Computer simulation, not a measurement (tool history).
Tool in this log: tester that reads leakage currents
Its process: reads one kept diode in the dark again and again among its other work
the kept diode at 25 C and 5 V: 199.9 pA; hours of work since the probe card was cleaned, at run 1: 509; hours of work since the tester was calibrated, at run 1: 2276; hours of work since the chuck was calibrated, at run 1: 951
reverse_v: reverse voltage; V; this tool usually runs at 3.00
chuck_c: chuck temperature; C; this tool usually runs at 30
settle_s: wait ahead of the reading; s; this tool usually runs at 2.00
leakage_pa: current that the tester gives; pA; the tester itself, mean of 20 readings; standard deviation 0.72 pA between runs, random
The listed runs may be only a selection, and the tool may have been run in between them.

| run | hour | reverse_v | chuck_c | settle_s | hours of work since the probe card was cleaned | hours of work since the tester was calibrated | hours of work since the chuck was calibrated | leakage_pa |
|---|---|---|---|---|---|---|---|---|
| 1 | 0.0 | 3.00 | 30 | 2.00 | 509 | 2276 | 951 | 230.64 |
| 2 | 161.6 | 3.00 | 30 | 2.00 | 622 | 2388 | 1064 | 228.18 |
| 3 | 262.7 | 3.00 | 30 | 2.00 | 692 | 2458 | 1134 | 228.54 |
| 4 | 362.6 | 3.00 | 30 | 2.00 | 762 | 2528 | 1203 | 226.77 |
| 5 | 590.6 | 3.00 | 48 | 2.00 | 920 | 2686 | 1362 | 745.46 |
|  | 727.6 | chuck's temperature calibrated |
| 6 | 814.8 | 3.00 | 48 | 2.00 | 1075 | 2841 | 61 | 794.34 |
| 7 | 957.0 | 3.00 | 48 | 2.00 | 1173 | 2940 | 160 | 798.54 |
| 8 | 1181.1 | 3.00 | 48 | 2.33 | 1329 | 3095 | 315 | 787.32 |
| 9 | 1389.5 | 3.00 | 48 | 2.33 | 1474 | 3240 | 460 | 779.51 |
| 10 | 1513.1 | 3.00 | 48 | 2.33 | 1560 | 3326 | 546 | 779.22 |
| 11 | 1708.8 | 3.00 | 30 | 2.00 | 1696 | 3462 | 682 | 231.74 |
| 12 | 1856.9 | 3.00 | 30 | 2.00 | 1799 | 3565 | 785 | 230.70 |
|  | 1869.5 | tester calibrated |
| 13 | 2040.9 | 3.00 | 30 | 2.00 | 1926 | 119 | 912 | 228.27 |
| 14 | 2140.3 | 3.00 | 22 | 2.00 | 1995 | 188 | 981 | 127.91 |
| 15 | 2235.7 | 3.00 | 30 | 2.00 | 2061 | 255 | 1047 | 227.16 |
|  | 2249.4 | tester calibrated, once more |
| 16 | 2444.4 | 3.00 | 30 | 2.00 | 2205 | 136 | 1191 | 219.78 |
| 17 | 2580.2 | 3.50 | 39 | 0.56 | 2299 | 230 | 1285 | 428.46 |
| 18 | 2812.4 | 10.67 | 36 | 0.59 | 2461 | 391 | 1447 | 520.35 |
|  | 2824.8 | chuck's temperature calibrated |
| 19 | 3013.8 | 2.00 | 30 | 2.00 | 2599 | 530 | 131 | 208.86 |
| 20 | 3247.4 | 1.94 | 21 | 1.71 | 2762 | 693 | 294 | 107.04 |
| 21 | 3428.3 | 1.94 | 21 | 1.71 | 2887 | 818 | 420 | 105.70 |
| 22 | 3661.9 | 1.94 | 21 | 1.71 | 3050 | 981 | 582 | 104.07 |
|  | 3851.8 | probe card cleaned and baked |
| 23 | 3897.0 | 1.94 | 21 | 1.71 | 31 | 1142 | 743 | 101.62 |
| 24 | 4127.7 | 3.20 | 43 | 2.25 | 192 | 1302 | 904 | 560.82 |
| 25 | 4326.1 | 17.04 | 30 | 4.44 | 330 | 1440 | 1042 | 420.72 |
| 26 | 4447.9 | 14.44 | 28 | 4.44 | 414 | 1525 | 1126 | 341.25 |
| 27 | 4616.6 | 14.44 | 28 | 4.44 | 532 | 1642 | 1244 | 338.47 |
| 28 | 4816.0 | 14.44 | 28 | 4.44 | 670 | 1781 | 1382 | 336.46 |
|  | 4917.9 | chuck's temperature calibrated |
| 29 | 5013.2 | 14.44 | 28 | 4.44 | 806 | 1917 | 66 | 371.08 |
| 30 | 5117.7 | 3.75 | 36 | 4.44 | 879 | 1989 | 139 | 396.59 |
| 31 | 5239.6 | 3.75 | 43 | 1.69 | 963 | 2074 | 224 | 626.07 |

4 ways to go on from here, each from the tool as it stands after run 31. What would each give?
| A | 5373.2 | 6.43 | 25 | 1.46 | 1056 | 2167 | 317 | ? |
| B | 5373.2 | 11.27 | 27 | 1.78 | 1056 | 2167 | 317 | ? |
| C | 5373.2 | 3.36 | 43 | 1.69 | 1056 | 2167 | 317 | ? |
| D | 5373.2 | 3.75 | 32 | 1.69 | 1056 | 2167 | 317 | ? |

| run | leakage_pa |
|---|---|
| A | 220.35 |
| B | 312.18 |
| C | 598.75 |
| D | 298.21 |
Without the tool's unlogged condition, the same runs would have read:
| run | leakage_pa |
|---|---|
| A | 219.68 |
| B | 310.55 |
| C | 599.73 |
| D | 298.46 |
